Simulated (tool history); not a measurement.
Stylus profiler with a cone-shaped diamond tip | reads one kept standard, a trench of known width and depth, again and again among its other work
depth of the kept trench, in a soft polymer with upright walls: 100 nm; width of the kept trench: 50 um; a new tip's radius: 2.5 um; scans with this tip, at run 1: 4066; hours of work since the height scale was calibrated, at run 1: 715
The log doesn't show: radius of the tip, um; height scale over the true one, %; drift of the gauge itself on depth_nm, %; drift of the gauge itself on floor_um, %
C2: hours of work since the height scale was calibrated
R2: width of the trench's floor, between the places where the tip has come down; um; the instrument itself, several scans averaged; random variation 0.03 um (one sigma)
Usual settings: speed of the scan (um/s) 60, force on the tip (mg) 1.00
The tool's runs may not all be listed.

Run 1, hour 0.0: usual settings; scans with this tip 4066; C2 715. Result: depth of the trench (Å) 1003.6, R2 48.27 um.
Run 2, hour 26.1: usual settings; scans with this tip 4182; C2 736. Result: depth of the trench (Å) 1005.6, R2 48.21 um.
Run 3, hour 49.5: usual settings; scans with this tip 4287; C2 754. Result: depth of the trench (Å) 1004.6, R2 48.23 um.
Run 4, hour 80.9: usual settings but speed of the scan (um/s) 17; scans with this tip 4428; C2 779. Result: depth of the trench (Å) 1005.5, R2 48.32 um.
Run 5, hour 110.0: usual settings but speed of the scan (um/s) 17; scans with this tip 4558; C2 802. Result: depth of the trench (Å) 1004.2, R2 48.37 um.
Run 6, hour 140.5: usual settings but speed of the scan (um/s) 17; scans with this tip 4694; C2 826. Result: depth of the trench (Å) 1005.2, R2 48.29 um.
Run 7, hour 169.8: usual settings but force on the tip (mg) 2.58; scans with this tip 4825; C2 849. Result: depth of the trench (Å) 1011.3, R2 48.31 um.
Run 8, hour 198.8: usual settings but force on the tip (mg) 2.58; scans with this tip 4955; C2 872. Result: depth of the trench (Å) 1010.9, R2 48.27 um.
Run 9, hour 219.7: usual settings; scans with this tip 5048; C2 888. Result: depth of the trench (Å) 1004.4, R2 48.23 um.
Run 10, hour 258.9: usual settings; scans with this tip 5224; C2 919. Result: depth of the trench (Å) 1005.3, R2 48.13 um.
At hour 262.6: height scale calibrated on a step standard.
Run 11, hour 292.8: usual settings; scans with this tip 5373; C2 24. Result: depth of the trench (Å) 1002.2, R2 48.19 um.
Run 12, hour 331.8: usual settings; scans with this tip 5548; C2 55. Result: depth of the trench (Å) 1001.9, R2 48.14 um.
Run 13, hour 349.7: usual settings; scans with this tip 5628; C2 69. Result: depth of the trench (Å) 1002.8, R2 48.17 um.
Run 14, hour 379.5: usual settings; scans with this tip 5761; C2 92. Result: depth of the trench (Å) 1003.8, R2 48.18 um.
Run 15, hour 409.8: usual settings but speed of the scan (um/s) 114, force on the tip (mg) 0.37; scans with this tip 5896; C2 116. Result: depth of the trench (Å) 997.4, R2 47.84 um.
At hour 440.1: height scale calibrated on a step standard, once more.
Run 16, hour 443.7: usual settings but force on the tip (mg) 0.38; scans with this tip 6046; C2 3. Result: depth of the trench (Å) 1002.7, R2 48.13 um.
Run 17, hour 463.7: usual settings but force on the tip (mg) 0.38; scans with this tip 6135; C2 19. Result: depth of the trench (Å) 1005.2, R2 48.03 um.
Run 18, hour 492.8: usual settings but speed of the scan (um/s) 47, force on the tip (mg) 0.82; scans with this tip 6266; C2 41. Result: depth of the trench (Å) 1006.5, R2 48.13 um.
Run 19, hour 526.3: usual settings but speed of the scan (um/s) 101, force on the tip (mg) 1.13; scans with this tip 6416; C2 68. Result: depth of the trench (Å) 1007.4, R2 48.09 um.
Run 20, hour 543.4: usual settings but speed of the scan (um/s) 169, force on the tip (mg) 0.38; scans with this tip 6492; C2 81. Result: depth of the trench (Å) 1003.1, R2 47.53 um.
Run 21, hour 575.4: usual settings but speed of the scan (um/s) 15, force on the tip (mg) 0.71; scans with this tip 6635; C2 107. Result: depth of the trench (Å) 1007.0, R2 48.27 um.
Run 22, hour 603.0: usual settings but speed of the scan (um/s) 66, force on the tip (mg) 2.32; scans with this tip 6759; C2 128. Result: depth of the trench (Å) 1013.2, R2 48.15 um.
Run 23, hour 639.7: usual settings but speed of the scan (um/s) 18, force on the tip (mg) 0.95; scans with this tip 6923; C2 157. Result: depth of the trench (Å) 1007.8, R2 48.24 um.
Run 24, hour 672.6: usual settings but speed of the scan (um/s) 156, force on the tip (mg) 0.97; scans with this tip 7070; C2 183. Result: depth of the trench (Å) 1007.3, R2 47.85 um.
Run 25, hour 692.8: usual settings but speed of the scan (um/s) 17, force on the tip (mg) 0.34; scans with this tip 7160; C2 199. Result: depth of the trench (Å) 1002.2, R2 48.19 um.
Run 26, hour 713.7: usual settings but speed of the scan (um/s) 122, force on the tip (mg) 0.92; scans with this tip 7254; C2 215. Result: depth of the trench (Å) 1007.6, R2 47.91 um.
Run 27, hour 748.1: usual settings but speed of the scan (um/s) 122, force on the tip (mg) 0.92; scans with this tip 7407; C2 242. Result: depth of the trench (Å) 1006.6, R2 47.91 um.
Run 28, hour 786.7: usual settings but speed of the scan (um/s) 122, force on the tip (mg) 0.92; scans with this tip 7580; C2 273. Result: depth of the trench (Å) 1006.3, R2 47.89 um.

5 ways to go on from here, each from the tool as it stands after run 28. What would each give?
Run A, hour 821.8: usual settings but speed of the scan (um/s) 231, force on the tip (mg) 1.81; scans with this tip 7738; C2 300. Result: depth of the trench (Å) ?, R2 ?.
Run B, hour 821.8: usual settings but speed of the scan (um/s) 36, force on the tip (mg) 0.68; scans with this tip 7738; C2 300. Result: depth of the trench (Å) ?, R2 ?.
Run C, hour 821.8: usual settings but force on the tip (mg) 0.55; scans with this tip 7738; C2 300. Result: depth of the trench (Å) ?, R2 ?.
Run D, hour 821.8: usual settings but speed of the scan (um/s) 71, force on the tip (mg) 0.75; scans with this tip 7738; C2 300. Result: depth of the trench (Å) ?, R2 ?.
Run E, hour 821.8: usual settings but speed of the scan (um/s) 21, force on the tip (mg) 0.54; scans with this tip 7738; C2 300. Result: depth of the trench (Å) ?, R2 ?.

run  depth of the trench (Å)     R2
  A                   1011.7  47.75
  B                   1004.9  48.08
  C                   1003.4  47.99
  D                   1005.4  48.04
  E                   1003.7  48.18
Without the tool's hidden state the same runs would have given:
run  depth of the trench (Å)     R2
  A                   1012.8  48.11
  B                   1006.0  48.44
  C                   1004.4  48.35
  D                   1006.5  48.41
  E                   1004.8  48.54

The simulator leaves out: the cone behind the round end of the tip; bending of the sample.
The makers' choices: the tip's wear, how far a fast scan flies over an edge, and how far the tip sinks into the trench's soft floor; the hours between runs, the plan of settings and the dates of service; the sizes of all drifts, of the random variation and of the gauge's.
